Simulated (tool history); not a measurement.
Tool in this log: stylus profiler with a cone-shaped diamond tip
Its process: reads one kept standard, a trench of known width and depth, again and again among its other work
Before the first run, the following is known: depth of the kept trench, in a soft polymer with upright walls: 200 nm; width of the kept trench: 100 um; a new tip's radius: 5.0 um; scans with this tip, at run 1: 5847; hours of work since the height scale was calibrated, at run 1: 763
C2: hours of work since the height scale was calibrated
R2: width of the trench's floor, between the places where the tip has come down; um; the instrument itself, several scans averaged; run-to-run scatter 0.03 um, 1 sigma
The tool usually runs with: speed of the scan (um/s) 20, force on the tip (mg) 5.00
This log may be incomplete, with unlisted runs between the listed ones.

run 1 hour=0.0 | speed_of_the_scan_(um/s)=20 force_on_the_tip_(mg)=5.00 | scans_with_this_tip=5847 C2=763 | depth_of_the_trench_(nm)=205.45 R2=97.14
run 2 hour=25.3 | speed_of_the_scan_(um/s)=20 force_on_the_tip_(mg)=6.55 | scans_with_this_tip=5977 C2=780 | depth_of_the_trench_(nm)=206.54 R2=97.17
run 3 hour=37.7 | speed_of_the_scan_(um/s)=20 force_on_the_tip_(mg)=5.00 | scans_with_this_tip=6041 C2=788 | depth_of_the_trench_(nm)=205.58 R2=97.15
run 4 hour=61.0 | speed_of_the_scan_(um/s)=5 force_on_the_tip_(mg)=5.00 | scans_with_this_tip=6161 C2=804 | depth_of_the_trench_(nm)=205.47 R2=97.15
run 5 hour=73.4 | speed_of_the_scan_(um/s)=5 force_on_the_tip_(mg)=5.00 | scans_with_this_tip=6225 C2=812 | depth_of_the_trench_(nm)=205.49 R2=97.18
run 6 hour=91.7 | speed_of_the_scan_(um/s)=5 force_on_the_tip_(mg)=5.00 | scans_with_this_tip=6320 C2=824 | depth_of_the_trench_(nm)=205.59 R2=97.17
run 7 hour=109.1 | speed_of_the_scan_(um/s)=5 force_on_the_tip_(mg)=5.00 | scans_with_this_tip=6409 C2=836 | depth_of_the_trench_(nm)=205.49 R2=97.18
run 8 hour=133.2 | speed_of_the_scan_(um/s)=5 force_on_the_tip_(mg)=5.00 | scans_with_this_tip=6533 C2=852 | depth_of_the_trench_(nm)=205.44 R2=97.22
run 9 hour=155.0 | speed_of_the_scan_(um/s)=5 force_on_the_tip_(mg)=5.00 | scans_with_this_tip=6645 C2=867 | depth_of_the_trench_(nm)=205.39 R2=97.19
run 10 hour=166.7 | speed_of_the_scan_(um/s)=5 force_on_the_tip_(mg)=5.00 | scans_with_this_tip=6706 C2=875 | depth_of_the_trench_(nm)=205.60 R2=97.17
run 11 hour=182.1 | speed_of_the_scan_(um/s)=28 force_on_the_tip_(mg)=2.99 | scans_with_this_tip=6785 C2=885 | depth_of_the_trench_(nm)=203.82 R2=97.16
run 12 hour=194.4 | speed_of_the_scan_(um/s)=28 force_on_the_tip_(mg)=2.99 | scans_with_this_tip=6849 C2=893 | depth_of_the_trench_(nm)=203.80 R2=97.12
run 13 hour=220.6 | speed_of_the_scan_(um/s)=16 force_on_the_tip_(mg)=2.17 | scans_with_this_tip=6983 C2=911 | depth_of_the_trench_(nm)=203.13 R2=97.16
run 14 hour=238.6 | speed_of_the_scan_(um/s)=16 force_on_the_tip_(mg)=2.17 | scans_with_this_tip=7076 C2=923 | depth_of_the_trench_(nm)=203.27 R2=97.11
run 15 hour=258.9 | speed_of_the_scan_(um/s)=16 force_on_the_tip_(mg)=2.17 | scans_with_this_tip=7180 C2=937 | depth_of_the_trench_(nm)=203.21 R2=97.11
run 16 hour=286.2 | speed_of_the_scan_(um/s)=16 force_on_the_tip_(mg)=2.17 | scans_with_this_tip=7321 C2=955 | depth_of_the_trench_(nm)=203.20 R2=97.21
run 17 hour=305.4 | speed_of_the_scan_(um/s)=42 force_on_the_tip_(mg)=2.31 | scans_with_this_tip=7420 C2=968 | depth_of_the_trench_(nm)=203.33 R2=97.07
run 18 hour=333.5 | speed_of_the_scan_(um/s)=27 force_on_the_tip_(mg)=5.88 | scans_with_this_tip=7565 C2=987 | depth_of_the_trench_(nm)=206.22 R2=97.17
run 19 hour=358.9 | speed_of_the_scan_(um/s)=54 force_on_the_tip_(mg)=4.65 | scans_with_this_tip=7696 C2=1004 | depth_of_the_trench_(nm)=205.22 R2=97.10

5 options for the next run, each taken on its own from the tool as it stands now. Forecast them:
run A hour=372.7 | speed_of_the_scan_(um/s)=17 force_on_the_tip_(mg)=12.45 | scans_with_this_tip=7767 C2=1013 | depth_of_the_trench_(nm)=? R2=?
run B hour=372.7 | speed_of_the_scan_(um/s)=65 force_on_the_tip_(mg)=14.49 | scans_with_this_tip=7767 C2=1013 | depth_of_the_trench_(nm)=? R2=?
run C hour=372.7 | speed_of_the_scan_(um/s)=20 force_on_the_tip_(mg)=4.07 | scans_with_this_tip=7767 C2=1013 | depth_of_the_trench_(nm)=? R2=?
run D hour=372.7 | speed_of_the_scan_(um/s)=72 force_on_the_tip_(mg)=11.24 | scans_with_this_tip=7767 C2=1013 | depth_of_the_trench_(nm)=? R2=?
run E hour=372.7 | speed_of_the_scan_(um/s)=20 force_on_the_tip_(mg)=4.24 | scans_with_this_tip=7767 C2=1013 | depth_of_the_trench_(nm)=? R2=?

run=A depth_of_the_trench_(nm)=210.02 R2=97.19
run=B depth_of_the_trench_(nm)=210.97 R2=97.07
run=C depth_of_the_trench_(nm)=204.81 R2=97.17
run=D depth_of_the_trench_(nm)=209.49 R2=97.14
run=E depth_of_the_trench_(nm)=205.10 R2=97.16
Had the tool no hidden state, the same runs would have come out as:
run=A depth_of_the_trench_(nm)=210.03 R2=97.20
run=B depth_of_the_trench_(nm)=210.98 R2=97.08
run=C depth_of_the_trench_(nm)=204.82 R2=97.18
run=D depth_of_the_trench_(nm)=209.50 R2=97.15
run=E depth_of_the_trench_(nm)=205.11 R2=97.17
